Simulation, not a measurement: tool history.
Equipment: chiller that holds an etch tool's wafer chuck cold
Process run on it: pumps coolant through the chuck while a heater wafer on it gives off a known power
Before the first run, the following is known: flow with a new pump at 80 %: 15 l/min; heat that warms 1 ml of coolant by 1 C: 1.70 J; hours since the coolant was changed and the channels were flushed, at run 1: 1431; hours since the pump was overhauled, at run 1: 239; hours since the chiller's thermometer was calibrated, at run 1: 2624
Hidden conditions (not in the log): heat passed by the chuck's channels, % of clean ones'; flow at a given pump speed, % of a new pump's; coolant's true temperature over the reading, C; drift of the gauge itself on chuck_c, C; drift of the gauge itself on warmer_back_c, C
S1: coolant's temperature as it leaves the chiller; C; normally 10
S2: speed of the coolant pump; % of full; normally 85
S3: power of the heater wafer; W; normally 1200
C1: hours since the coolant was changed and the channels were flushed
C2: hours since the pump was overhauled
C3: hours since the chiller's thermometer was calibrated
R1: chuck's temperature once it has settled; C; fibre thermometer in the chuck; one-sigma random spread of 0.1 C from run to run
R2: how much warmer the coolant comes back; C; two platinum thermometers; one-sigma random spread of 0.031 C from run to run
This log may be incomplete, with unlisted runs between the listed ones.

Run 1, hour 0: usual settings; C1 1431; C2 239; C3 2624. Result: R1 18.8 C, R2 2.67 C.
Run 2, hour 84.6: usual settings but S1 14 C; C1 1516; C2 324; C3 2708. Result: R1 22.9 C, R2 2.7 C.
Run 3, hour 171.9: usual settings but S1 14 C; C1 1603; C2 411; C3 2796. Result: R1 22.9 C, R2 2.69 C.
Run 4, hour 222.6: usual settings but S1 14 C; C1 1654; C2 462; C3 2846. Result: R1 22.8 C, R2 2.68 C.
Run 5, hour 301.2: usual settings but S2 79 % of full; C1 1733; C2 540; C3 2925. Result: R1 19.4 C, R2 2.91 C.
Run 6, hour 363.3: usual settings but S2 70 % of full; C1 1795; C2 602; C3 2987. Result: R1 20 C, R2 3.32 C.
Run 7, hour 420.8: usual settings but S1 15 C, S2 70 % of full; C1 1852; C2 660; C3 3045. Result: R1 25.2 C, R2 3.32 C.
Run 8, hour 514: usual settings; C1 1946; C2 753; C3 3138. Result: R1 18.8 C, R2 2.66 C.
At hour 536.8: chiller's thermometer calibrated.
Run 9, hour 592.2: usual settings; C1 2023; C2 830; C3 55. Result: R1 19 C, R2 2.7 C.
Run 10, hour 681.9: usual settings; C1 2112; C2 920; C3 145. Result: R1 19.1 C, R2 2.71 C.
Run 11, hour 742.7: usual settings; C1 2173; C2 981; C3 206. Result: R1 19.1 C, R2 2.71 C.
Run 12, hour 837: usual settings but S2 79 % of full; C1 2268; C2 1075; C3 300. Result: R1 19.5 C, R2 2.95 C.
Run 13, hour 891.8: usual settings; C1 2322; C2 1130; C3 355. Result: R1 19.2 C, R2 2.74 C.
Run 14, hour 938.9: usual settings; C1 2369; C2 1177; C3 402. Result: R1 19.1 C, R2 2.69 C.
Run 15, hour 1007.2: usual settings; C1 2438; C2 1245; C3 470. Result: R1 19.3 C, R2 2.78 C.
Run 16, hour 1066.4: usual settings; C1 2497; C2 1304; C3 530. Result: R1 19.3 C, R2 2.7 C.
Run 17, hour 1163: usual settings but S1 4 C; C1 2593; C2 1401; C3 626. Result: R1 13.3 C, R2 2.73 C.
Run 18, hour 1222.9: usual settings but S1 4 C, S2 91 % of full; C1 2653; C2 1461; C3 686. Result: R1 12.8 C, R2 2.5 C.
Run 19, hour 1268.1: usual settings but S1 7 C, S3 823 W; C1 2699; C2 1506; C3 731. Result: R1 13.4 C, R2 1.86 C.
Run 20, hour 1357: usual settings but S1 1 C, S3 752 W; C1 2787; C2 1595; C3 820. Result: R1 7 C, R2 1.72 C.
At hour 1369.6: coolant pump overhauled.
Run 21, hour 1458: usual settings but S1 1 C, S3 752 W; C1 2883; C2 88; C3 916. Result: R1 7.1 C, R2 1.69 C.
Run 22, hour 1499.7: usual settings but S1 9 C, S2 89 % of full, S3 768 W; C1 2925; C2 130; C3 958. Result: R1 14.9 C, R2 1.7 C.
Run 23, hour 1544.8: usual settings but S1 6 C, S3 828 W; C1 2970; C2 175; C3 1003. Result: R1 12.6 C, R2 1.93 C.
Run 24, hour 1612: usual settings but S1 6 C, S3 828 W; C1 3038; C2 242; C3 1070. Result: R1 12.5 C, R2 1.96 C.
Run 25, hour 1680: usual settings but S1 7 C, S2 62 % of full; C1 3105; C2 310; C3 1138. Result: R1 18.8 C, R2 3.94 C.
Run 26, hour 1722.5: usual settings but S3 658 W; C1 3148; C2 353; C3 1181. Result: R1 15.4 C, R2 1.59 C.
Run 27, hour 1803.5: usual settings but S1 20 C, S3 1618 W; C1 3229; C2 434; C3 1262. Result: R1 33.1 C, R2 3.83 C.
At hour 1853.1: coolant pump overhauled, once more.
Run 28, hour 1866.7: usual settings but S1 11 C, S2 61 % of full, S3 811 W; C1 3287; C2 14; C3 1320. Result: R1 18.9 C, R2 2.55 C.
Run 29, hour 1948.4: usual settings but S1 3 C, S2 66 % of full, S3 1091 W; C1 3369; C2 95; C3 1402. Result: R1 13.1 C, R2 3.2 C.
Run 30, hour 1993: usual settings but S1 17 C, S2 66 % of full, S3 1228 W; C1 3413; C2 140; C3 1446. Result: R1 28.1 C, R2 3.62 C.
Run 31, hour 2087.6: usual settings but S2 78 % of full; C1 3508; C2 235; C3 1541. Result: R1 19.8 C, R2 2.93 C.
Run 32, hour 2166: usual settings but S2 78 % of full; C1 3586; C2 313; C3 1619. Result: R1 20 C, R2 2.94 C.

Alternative continuations, all from the tool just after run 32; predict every row:
Run A, hour 2252: usual settings but S1 0 C, S2 68 % of full, S3 837 W; C1 3672; C2 399; C3 1705. Result: R1 ?, R2 ?.
Run B, hour 2252: usual settings but S1 5 C, S2 66 % of full; C1 3672; C2 399; C3 1705. Result: R1 ?, R2 ?.
Run C, hour 2252: usual settings but S2 78 % of full, S3 687 W; C1 3672; C2 399; C3 1705. Result: R1 ?, R2 ?.

run    R1    R2
  A   7.7  2.37
  B  16.2  3.52
  C  15.8  1.74
The same runs, with their run-to-run variation unchanged, on a tool lacking any hidden condition would have given:
run    R1    R2
  A   6.9  2.34
  B  14.9  3.47
  C  15.2  1.72
